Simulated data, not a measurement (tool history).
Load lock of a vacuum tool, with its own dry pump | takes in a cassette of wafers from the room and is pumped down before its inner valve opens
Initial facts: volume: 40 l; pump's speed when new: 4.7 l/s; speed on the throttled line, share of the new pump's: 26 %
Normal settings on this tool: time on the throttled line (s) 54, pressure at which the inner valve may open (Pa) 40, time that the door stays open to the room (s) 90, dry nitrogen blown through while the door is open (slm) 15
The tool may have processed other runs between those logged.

run    hour  time on the throttled line (s)  pressure at which the inner valve may open (Pa)  time that the door stays open to the room (s)  dry nitrogen blown through while the door is open (slm)  incoming humidity of the room's air, %  time from the closed door until the inner valve may open (s)  rise of the pressure with all valves shut (Pa/min)
  1     0.0                              54                                               40                                             90                                                       15                                    45.6                                                         112.7                                               0.042
  2   107.6                              52                                               40                                             90                                                       15                                    46.3                                                         111.8                                               0.044
  3   197.8                              54                                               40                                             90                                                       15                                    45.5                                                         113.3                                               0.038
  4   380.2                              54                                               40                                             90                                                       15                                    45.1                                                         113.4                                               0.035
  5   465.7                              54                                               35                                             90                                                       15                                    46.6                                                         113.9                                               0.050
  6   654.0                              54                                               35                                             90                                                       15                                    44.1                                                         114.0                                               0.044
  7   819.6                              54                                               35                                             90                                                       15                                    42.8                                                         113.3                                               0.038
  8  1001.7                              75                                               40                                             90                                                       15                                    41.6                                                         126.9                                               0.045
  9  1146.1                              54                                               56                                             90                                                       15                                    43.2                                                         110.3                                               0.041
 10  1321.1                              54                                               40                                             90                                                       15                                    42.3                                                         113.7                                               0.042
 11  1493.2                              54                                               40                                             90                                                       15                                    47.9                                                         114.7                                               0.049
 12  1619.3                              54                                               40                                             90                                                       10                                    44.8                                                         114.3                                               0.056
 13  1794.9                              54                                               40                                             90                                                       10                                    47.4                                                         114.8                                               0.061
 14  1876.8                              54                                               40                                             90                                                       10                                    44.4                                                         114.0                                               0.057
 15  2046.5                              54                                               40                                             65                                                       15                                    45.8                                                         115.4                                               0.044
 16  2141.4                              29                                               40                                             90                                                       15                                    45.8                                                          97.4                                               0.048
 17  2328.8                              54                                               40                                            198                                                       15                                    45.3                                                         116.1                                               0.087
 18  2520.7                              54                                               40                                            119                                                       15                                    42.7                                                         115.1                                               0.055
 19  2657.1                              54                                               40                                            119                                                       15                                    43.7                                                         116.4                                               0.061
 20  2782.2                              27                                               70                                             76                                                       18                                    45.0                                                          90.4                                               0.043
 21  2924.9                              85                                               70                                            164                                                       18                                    47.6                                                         133.0                                               0.070
 22  3008.2                              94                                               32                                            164                                                        5                                    45.4                                                         145.6                                               0.119
 23  3143.1                             107                                               40                                             90                                                        6                                    40.8                                                         153.6                                               0.074
 24  3326.1                              38                                               36                                             55                                                        6                                    45.1                                                         105.3                                               0.065
 25  3432.6                              65                                               36                                             87                                                        6                                    46.4                                                         124.6                                               0.083
 26  3627.1                              54                                               38                                             90                                                       15                                    41.2                                                         115.9                                               0.057
 27  3724.6                              40                                               40                                             50                                                       15                                    45.5                                                         107.3                                               0.052
 28  3859.2                              46                                               40                                             90                                                       15                                    45.5                                                         111.1                                               0.064
 29  4050.0                              89                                               40                                             40                                                       15                                    44.6                                                         140.5                                               0.050
 30  4198.0                              89                                               40                                             40                                                       15                                    45.5                                                         143.7                                               0.056
 31  4297.2                              89                                               40                                             40                                                       15                                    46.2                                                         140.5                                               0.052
 32  4448.2                              54                                               30                                             90                                                       10                                    45.0                                                         118.4                                               0.073
 33  4538.5                              33                                               47                                             43                                                       15                                    44.5                                                         101.2                                               0.054
     4703.0  -- dry pump taken out, an overhauled one fitted
 34  4740.4                              38                                               35                                             36                                                       26                                    43.9                                                          95.2                                               0.044
 35  4855.2                              38                                               35                                            167                                                       26                                    43.0                                                          95.4                                               0.066
 36  4978.0                              87                                               40                                            156                                                       15                                    44.1                                                         131.6                                               0.086

Had the tool no unlogged condition, and each run kept its random variation, what would the results have been?
Hidden state at play: pump's speed, % of a new pump's; leak at the door's seal, Pa l/s; drift of the gauge itself on ready_s, %; drift of the gauge itself on rise_pa_min, %.
run  time from the closed door until the inner valve may open (s)  rise of the pressure with all valves shut (Pa/min)
  1                                                         107.1                                               0.040
  2                                                         106.0                                               0.041
  3                                                         107.5                                               0.035
  4                                                         107.4                                               0.031
  5                                                         107.7                                               0.046
  6                                                         107.7                                               0.039
  7                                                         106.8                                               0.032
  8                                                         121.1                                               0.038
  9                                                         104.0                                               0.034
 10                                                         106.8                                               0.034
 11                                                         107.6                                               0.039
 12                                                         107.1                                               0.046
 13                                                         107.4                                               0.050
 14                                                         106.5                                               0.046
 15                                                         107.7                                               0.031
 16                                                          88.5                                               0.035
 17                                                         108.1                                               0.073
 18                                                         107.0                                               0.039
 19                                                         108.1                                               0.045
 20                                                          81.6                                               0.026
 21                                                         126.4                                               0.052
 22                                                         138.3                                               0.101
 23                                                         147.0                                               0.054
 24                                                          95.4                                               0.044
 25                                                         115.8                                               0.061
 26                                                         106.4                                               0.033
 27                                                          97.1                                               0.028
 28                                                         101.2                                               0.039
 29                                                         132.4                                               0.024
 30                                                         135.3                                               0.029
 31                                                         132.2                                               0.025
 32                                                         107.6                                               0.044
 33                                                          90.1                                               0.024
 34                                                          95.6                                               0.012
 35                                                          95.8                                               0.034
 36                                                         131.8                                               0.053
